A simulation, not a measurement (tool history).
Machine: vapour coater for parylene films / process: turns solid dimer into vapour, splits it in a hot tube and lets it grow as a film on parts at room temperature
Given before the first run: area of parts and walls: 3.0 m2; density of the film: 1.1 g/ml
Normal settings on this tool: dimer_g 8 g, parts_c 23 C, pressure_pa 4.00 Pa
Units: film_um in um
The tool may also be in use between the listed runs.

run   hour  dimer_g  parts_c  pressure_pa  film_um
  1    0.0        8       23         4.00     1.33
  2   11.9        8       23         4.00     1.35
  3   28.3       13       23         4.00     2.18
  4   53.0       13       23         4.00     2.15
      59.2  -- trap's valve overhauled
  5   68.5       13       23         4.00     2.12
  6   89.2       13       23         4.00     2.14
  7  113.1       14       23         8.34     1.96
  8  133.5        7       32         4.05     0.93
  9  157.1        7       32         4.05     0.92
     165.3  -- trap's valve overhauled, once more
 10  184.3        8       18         4.00     1.52

Predict each of these 3 candidate next runs independently; none follows another, all start after run 10:
  A  195.6        7       28         2.65        ?
  B  195.6        4       24         3.92        ?
  C  195.6        5       18         4.00        ?

run  film_um
  A     1.16
  B     0.67
  C     0.94
What these runs would have given with no unlogged condition in the tool:
run  film_um
  A     1.18
  B     0.68
  C     0.96
